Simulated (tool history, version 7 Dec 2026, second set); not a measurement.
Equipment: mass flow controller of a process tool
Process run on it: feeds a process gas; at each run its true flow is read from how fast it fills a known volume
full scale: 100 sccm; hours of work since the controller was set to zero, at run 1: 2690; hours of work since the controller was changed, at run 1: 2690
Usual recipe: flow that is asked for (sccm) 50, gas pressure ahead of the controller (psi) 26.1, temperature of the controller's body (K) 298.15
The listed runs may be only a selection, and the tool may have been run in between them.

run      day  flow that is asked for (sccm)  gas pressure ahead of the controller (psi)  temperature of the controller's body (K)  hours of work since the controller was set to zero  hours of work since the controller was changed  true flow (%)
  1        0                             50                                        26.1                                    298.15                                                2690                                            2690          98.76
  2    4.296                             50                                        26.1                                    298.15                                                2735                                            2735          98.82
  3   10.917                             50                                        26.1                                    298.15                                                2803                                            2803          98.75
  4   15.183                             50                                        26.1                                    299.15                                                2848                                            2848           98.9
  5   20.642                             50                                        26.1                                    306.15                                                2904                                            2904          98.36
  6   27.625                             50                                        26.1                                    306.15                                                2977                                            2977          98.44
  7   35.167                             50                                        26.1                                    306.15                                                3055                                            3055          98.37
  8    40.15                             25                                        26.1                                    298.15                                                3107                                            3107          98.32
  9     44.2                             25                                        26.1                                    298.15                                                3149                                            3149          98.24
 10   48.308                             25                                        26.1                                    298.15                                                3192                                            3192          98.25
 11   51.921                             50                                        26.1                                    298.15                                                3229                                            3229          98.61
 12   56.246                             50                                        26.1                                    298.15                                                3274                                            3274          98.81
 13    61.65                             50                                        26.1                                    298.15                                                3331                                            3331          98.86
 14   65.375                             58                                        28.1                                    298.15                                                3369                                            3369           99.1
 15   71.425                            100                                        22.9                                    296.15                                                3432                                            3432          99.65
 16   76.871                            100                                          27                                    296.15                                                3489                                            3489          99.85
 17   84.342                            100                                          27                                    296.15                                                3566                                            3566         100.03
 18   91.608                             20                                        20.6                                    298.15                                                3642                                            3642          97.83
 19   96.162                             20                                          21                                    307.15                                                3689                                            3689          97.29
 20    103.4                             20                                        26.3                                    301.15                                                3765                                            3765          98.12
 21  108.754                             19                                        39.3                                    296.15                                                3820                                            3820          98.88
 22  115.121                             50                                        26.1                                    296.15                                                3886                                            3886          98.98
 23  120.262                             83                                        21.8                                    296.15                                                3940                                            3940          99.32
 24  128.654                             59                                        30.6                                    306.15                                                4027                                            4027          98.85
 25  135.454                             25                                        24.4                                    309.15                                                4098                                            4098          97.71
 26  139.362                             92                                        31.8                                    304.15                                                4138                                            4138          99.81

Here are 3 independent what-if runs from the current tool condition. What would each one return?
  A  144.608                             92                                        40.5                                    304.15                                                4193                                            4193              ?
  B  144.608                             92                                        22.8                                    304.15                                                4193                                            4193              ?
  C  144.608                             88                                        20.3                                    300.15                                                4193                                            4193              ?

run  true flow (%)
  A         100.21
  B          99.23
  C          99.15
With no hidden state in the tool, these same runs would have given:
run  true flow (%)
  A         100.22
  B          99.23
  C          99.15
